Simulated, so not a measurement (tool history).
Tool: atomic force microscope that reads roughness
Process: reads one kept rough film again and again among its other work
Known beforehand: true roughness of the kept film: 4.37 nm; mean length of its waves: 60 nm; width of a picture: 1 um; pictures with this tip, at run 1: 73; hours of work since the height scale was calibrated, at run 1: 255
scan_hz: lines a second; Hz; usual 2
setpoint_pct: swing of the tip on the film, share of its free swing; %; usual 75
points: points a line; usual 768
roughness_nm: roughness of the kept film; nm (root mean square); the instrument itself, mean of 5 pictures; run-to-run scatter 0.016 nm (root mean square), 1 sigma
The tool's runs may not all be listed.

| run | hour | scan_hz | setpoint_pct | points | pictures with this tip | hours of work since the height scale was calibrated | roughness_nm |
|---|---|---|---|---|---|---|---|
| 1 | 0 | 2 | 75 | 768 | 73 | 255 | 3.732 |
| 2 | 15.7 | 2 | 75 | 768 | 88 | 262 | 3.712 |
| 3 | 27.9 | 2 | 75 | 768 | 99 | 267 | 3.66 |
| 4 | 47.7 | 2 | 75 | 407 | 117 | 275 | 3.626 |
|  | 66 | new tip fitted |
| 5 | 66.2 | 1.65 | 75 | 768 | 0 | 283 | 3.957 |
| 6 | 92.6 | 2.93 | 75 | 768 | 25 | 294 | 3.674 |
| 7 | 119.3 | 2.93 | 75 | 768 | 50 | 305 | 3.615 |
| 8 | 144.1 | 0.86 | 75 | 768 | 73 | 315 | 3.872 |
| 9 | 160.6 | 0.86 | 75 | 768 | 88 | 322 | 3.837 |
| 10 | 188.1 | 0.86 | 75 | 768 | 114 | 333 | 3.783 |
| 11 | 207.1 | 0.86 | 75 | 768 | 132 | 341 | 3.739 |
|  | 211 | new tip fitted |
| 12 | 231.9 | 0.86 | 75 | 768 | 19 | 351 | 4.029 |
| 13 | 243.3 | 0.86 | 75 | 768 | 30 | 356 | 4.012 |
| 14 | 257.9 | 2 | 75 | 768 | 44 | 362 | 3.748 |
| 15 | 273.8 | 2 | 75 | 768 | 58 | 368 | 3.719 |
| 16 | 294.4 | 2 | 75 | 768 | 78 | 377 | 3.688 |
| 17 | 316 | 2 | 75 | 768 | 98 | 386 | 3.654 |
| 18 | 336.1 | 2 | 75 | 768 | 117 | 394 | 3.602 |
|  | 355.4 | new tip fitted |
| 19 | 360.8 | 0.85 | 75 | 768 | 5 | 404 | 4.074 |
| 20 | 379.2 | 0.85 | 75 | 768 | 22 | 412 | 4.008 |
| 21 | 399.4 | 3.69 | 70 | 864 | 41 | 420 | 3.662 |
| 22 | 415.2 | 3.69 | 70 | 864 | 56 | 427 | 3.615 |
| 23 | 428.2 | 3.66 | 86 | 545 | 68 | 432 | 3.114 |
| 24 | 449.8 | 0.62 | 73 | 877 | 88 | 441 | 3.922 |

Run 25, settings as shown, results not yet in. Your forecast:
| 25 | 470.9 | 0.62 | 73 | 877 | 108 | 450 | ? |

Run 25 gave roughness_nm 3.857 nm (root mean square).
Had the tool carried no hidden state, the very same run would have given roughness_nm 4.124 nm (root mean square).
